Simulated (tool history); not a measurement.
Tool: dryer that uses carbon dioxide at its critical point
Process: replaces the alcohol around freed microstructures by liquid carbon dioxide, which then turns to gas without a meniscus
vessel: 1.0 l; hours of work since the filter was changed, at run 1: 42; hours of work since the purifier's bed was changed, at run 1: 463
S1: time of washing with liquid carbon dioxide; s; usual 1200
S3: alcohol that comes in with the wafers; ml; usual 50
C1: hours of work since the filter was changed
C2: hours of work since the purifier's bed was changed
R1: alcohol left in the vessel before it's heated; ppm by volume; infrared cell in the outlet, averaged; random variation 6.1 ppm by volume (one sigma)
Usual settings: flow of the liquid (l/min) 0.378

{"run": 1, "hour": 0.0, "S1": 1200, "flow of the liquid (l/min)": 0.378, "S3": 50, "C1": 42, "C2": 463, "R1": 369}
{"run": 2, "hour": 11.7, "S1": 1200, "flow of the liquid (l/min)": 0.378, "S3": 50, "C1": 47, "C2": 468, "R1": 365}
{"run": 3, "hour": 30.0, "S1": 1200, "flow of the liquid (l/min)": 0.378, "S3": 50, "C1": 56, "C2": 477, "R1": 371}
{"run": 4, "hour": 48.4, "S1": 1200, "flow of the liquid (l/min)": 0.378, "S3": 50, "C1": 64, "C2": 485, "R1": 360}
{"run": 5, "hour": 65.1, "S1": 1200, "flow of the liquid (l/min)": 0.378, "S3": 50, "C1": 72, "C2": 493, "R1": 372}
{"run": 6, "hour": 79.3, "S1": 1200, "flow of the liquid (l/min)": 0.378, "S3": 50, "C1": 79, "C2": 500, "R1": 375}
{"run": 7, "hour": 102.4, "S1": 1140, "flow of the liquid (l/min)": 0.378, "S3": 50, "C1": 89, "C2": 510, "R1": 451}
{"run": 8, "hour": 128.7, "S1": 1140, "flow of the liquid (l/min)": 0.378, "S3": 50, "C1": 102, "C2": 523, "R1": 464}
{"run": 9, "hour": 151.5, "S1": 1140, "flow of the liquid (l/min)": 0.378, "S3": 50, "C1": 112, "C2": 533, "R1": 469}
{"run": 10, "hour": 165.4, "S1": 1140, "flow of the liquid (l/min)": 0.378, "S3": 50, "C1": 119, "C2": 540, "R1": 483}
{"run": 11, "hour": 185.4, "S1": 1140, "flow of the liquid (l/min)": 0.378, "S3": 50, "C1": 128, "C2": 549, "R1": 463}
{"run": 12, "hour": 209.5, "S1": 1140, "flow of the liquid (l/min)": 0.378, "S3": 50, "C1": 139, "C2": 560, "R1": 465}
{"run": 13, "hour": 235.9, "S1": 1140, "flow of the liquid (l/min)": 0.373, "S3": 50, "C1": 151, "C2": 572, "R1": 506}
{"run": 14, "hour": 258.5, "S1": 1140, "flow of the liquid (l/min)": 0.373, "S3": 50, "C1": 162, "C2": 583, "R1": 520}
{"run": 15, "hour": 284.8, "S1": 1440, "flow of the liquid (l/min)": 0.329, "S3": 90, "C1": 174, "C2": 595, "R1": 536}
{"run": 16, "hour": 309.0, "S1": 1560, "flow of the liquid (l/min)": 0.46, "S3": 117, "C1": 185, "C2": 606, "R1": 189}
{"run": 17, "hour": 334.9, "S1": 1560, "flow of the liquid (l/min)": 0.46, "S3": 117, "C1": 197, "C2": 618, "R1": 186}
{"run": 18, "hour": 352.1, "S1": 780, "flow of the liquid (l/min)": 0.378, "S3": 50, "C1": 205, "C2": 626, "R1": 1904}
{"run": 19, "hour": 365.0, "S1": 780, "flow of the liquid (l/min)": 0.378, "S3": 50, "C1": 211, "C2": 632, "R1": 1873}
{"run": 20, "hour": 380.7, "S1": 1200, "flow of the liquid (l/min)": 0.378, "S3": 62, "C1": 219, "C2": 640, "R1": 501}
{"run": 21, "hour": 402.0, "S1": 780, "flow of the liquid (l/min)": 0.277, "S3": 62, "C1": 228, "C2": 650, "R1": 5586}
{"run": 22, "hour": 414.0, "S1": 780, "flow of the liquid (l/min)": 0.277, "S3": 62, "C1": 234, "C2": 655, "R1": 5444}
{"run": 23, "hour": 427.7, "S1": 780, "flow of the liquid (l/min)": 0.277, "S3": 62, "C1": 240, "C2": 661, "R1": 5542}
{"run": 24, "hour": 455.9, "S1": 780, "flow of the liquid (l/min)": 0.416, "S3": 27, "C1": 253, "C2": 675, "R1": 851}
{"run": 25, "hour": 477.7, "S1": 780, "flow of the liquid (l/min)": 0.416, "S3": 27, "C1": 264, "C2": 685, "R1": 830}

Run 26 comes next. What will it give?
{"run": 26, "hour": 497.5, "S1": 900, "flow of the liquid (l/min)": 0.33, "S3": 103, "C1": 273, "C2": 694, "R1": "?"}

Run 26 gave R1 3708 ppm by volume.
Without the tool's hidden state the same run would have given R1 3046 ppm by volume.

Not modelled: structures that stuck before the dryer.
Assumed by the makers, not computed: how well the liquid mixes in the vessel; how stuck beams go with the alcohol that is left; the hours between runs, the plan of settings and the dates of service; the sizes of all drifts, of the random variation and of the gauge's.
